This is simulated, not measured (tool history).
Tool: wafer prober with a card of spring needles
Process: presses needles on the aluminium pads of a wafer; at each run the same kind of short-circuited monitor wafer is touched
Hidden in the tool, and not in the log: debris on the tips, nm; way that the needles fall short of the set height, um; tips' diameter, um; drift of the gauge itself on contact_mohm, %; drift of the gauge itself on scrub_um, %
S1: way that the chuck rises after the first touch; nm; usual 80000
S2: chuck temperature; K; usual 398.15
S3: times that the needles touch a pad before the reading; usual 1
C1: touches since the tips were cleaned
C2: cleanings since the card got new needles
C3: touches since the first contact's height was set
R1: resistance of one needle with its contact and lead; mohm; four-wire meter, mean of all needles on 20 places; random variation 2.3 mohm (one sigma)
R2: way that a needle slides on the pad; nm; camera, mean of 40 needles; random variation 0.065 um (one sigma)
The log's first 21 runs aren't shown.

| run | day | S1 | S2 | S3 | C1 | C2 | C3 | R1 | R2 |
|---|---|---|---|---|---|---|---|---|---|
|  | 5.471 | tips cleaned on abrasive film |
| 22 | 5.583 | 80000 | 313.15 | 1 | 1382 | 18 | 146280 | 241 | 18010 |
| 23 | 5.888 | 84000 | 309.15 | 2 | 5188 | 18 | 150086 | 239 | 18960 |
|  | 6.088 | tips cleaned on abrasive film |
| 24 | 6.221 | 91000 | 373.15 | 2 | 1661 | 19 | 154208 | 259 | 20450 |
| 25 | 6.612 | 80000 | 315.15 | 1 | 6551 | 19 | 159098 | 243 | 18050 |
|  | 6.7 | tips cleaned on abrasive film |
| 26 | 6.783 | 80000 | 315.15 | 1 | 1075 | 20 | 161208 | 239 | 18040 |
| 27 | 7.092 | 66000 | 393.15 | 2 | 4932 | 20 | 165065 | 268 | 14710 |
|  | 7.308 | tips cleaned on abrasive film |
| 28 | 7.321 | 66000 | 393.15 | 2 | 142 | 21 | 167864 | 266 | 14780 |
| 29 | 7.512 | 84000 | 298.15 | 1 | 2531 | 21 | 170253 | 239 | 18810 |
| 30 | 7.683 | 84000 | 298.15 | 1 | 4666 | 21 | 172388 | 236 | 18840 |
|  | 7.921 | tips cleaned on abrasive film |
| 31 | 7.95 | 64000 | 398.15 | 3 | 372 | 22 | 175685 | 270 | 14390 |
| 32 | 8.3 | 80000 | 308.15 | 3 | 4706 | 22 | 180019 | 245 | 17950 |
| 33 | 8.462 | 99000 | 398.15 | 3 | 6751 | 22 | 182064 | 264 | 22100 |
|  | 8.521 | tips cleaned on abrasive film |
| 34 | 8.646 | 65000 | 316.15 | 1 | 1577 | 23 | 184325 | 247 | 14510 |

Forecast each of these 3 alternatives for the next run:
| A | 8.962 | 65000 | 316.15 | 1 | 5548 | 23 | 188296 | ? | ? |
| B | 8.962 | 94000 | 398.15 | 1 | 5548 | 23 | 188296 | ? | ? |
| C | 8.962 | 77000 | 356.15 | 1 | 5548 | 23 | 188296 | ? | ? |

| run | R1 | R2 |
|---|---|---|
| A | 248 | 14560 |
| B | 264 | 20880 |
| C | 255 | 17110 |
Without the tool's hidden state the same runs would have given:
| run | R1 | R2 |
|---|---|---|
| A | 248 | 14860 |
| B | 263 | 21300 |
| C | 255 | 17470 |
